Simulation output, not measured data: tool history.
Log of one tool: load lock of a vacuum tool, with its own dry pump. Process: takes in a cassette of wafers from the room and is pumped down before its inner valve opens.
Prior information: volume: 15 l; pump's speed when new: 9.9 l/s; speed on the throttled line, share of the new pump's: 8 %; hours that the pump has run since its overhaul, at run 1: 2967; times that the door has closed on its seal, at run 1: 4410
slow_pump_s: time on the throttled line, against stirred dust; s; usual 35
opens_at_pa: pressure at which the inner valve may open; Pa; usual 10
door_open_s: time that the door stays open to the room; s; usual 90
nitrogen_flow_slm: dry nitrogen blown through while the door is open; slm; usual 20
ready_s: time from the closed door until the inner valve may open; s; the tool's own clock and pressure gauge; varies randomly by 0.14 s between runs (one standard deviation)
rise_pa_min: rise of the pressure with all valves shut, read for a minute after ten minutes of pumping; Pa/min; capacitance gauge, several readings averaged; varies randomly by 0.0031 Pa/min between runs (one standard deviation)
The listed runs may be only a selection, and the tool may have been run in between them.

run	day	slow_pump_s	opens_at_pa	door_open_s	nitrogen_flow_slm	hours that the pump has run since its overhaul	times that the door has closed on its seal	incoming humidity of the room's air, %	ready_s	rise_pa_min
1	0.000	35	10	90	20	2967	4410	44.5	46.2	0.051
2	13.862	35	10	90	20	3300	5830	46.2	46.0	0.055
3	28.629	35	10	90	20	3654	7343	46.1	46.0	0.057
4	41.558	35	10	90	20	3965	8667	46.8	46.0	0.057
5	61.433	35	10	90	20	4442	10703	46.4	46.2	0.054
6	82.008	35	10	90	20	4935	12811	41.9	46.1	0.051
7	102.758	35	10	90	20	5433	14937	46.7	46.1	0.054
8	121.671	35	10	90	20	5887	16874	46.8	45.9	0.058
9	133.554	35	10	90	20	6173	18091	45.9	45.8	0.057
10	157.162	35	10	90	20	6739	20510	44.3	45.9	0.052
11	170.133	35	10	60	20	7050	21838	45.2	45.9	0.045
12	180.471	35	10	60	20	7299	22898	43.5	46.1	0.043
13	201.196	43	10	45	7	7796	25021	44.5	53.6	0.056
14	218.083	43	10	45	29	8201	26751	47.6	53.2	0.034
15	240.721	43	10	45	29	8745	29069	41.7	53.3	0.029
16	256.054	24	10	104	5	9113	30640	40.9	36.0	0.085
17	276.100	24	10	104	5	9594	32694	45.4	36.3	0.096
18	291.004	30	17	74	26	9951	34220	45.4	40.8	0.049
19	307.725	23	10	74	26	10353	35933	44.3	35.1	0.040

The next listed run, before its measurement:
20	329.800	35	9	90	25	10882	38195	46.6	?	?

Run 20 gave ready_s 46.4 s, rise_pa_min 0.055 Pa/min.
The same run, on a tool lacking any hidden state, would have yielded ready_s 46.4 s, rise_pa_min 0.053 Pa/min.

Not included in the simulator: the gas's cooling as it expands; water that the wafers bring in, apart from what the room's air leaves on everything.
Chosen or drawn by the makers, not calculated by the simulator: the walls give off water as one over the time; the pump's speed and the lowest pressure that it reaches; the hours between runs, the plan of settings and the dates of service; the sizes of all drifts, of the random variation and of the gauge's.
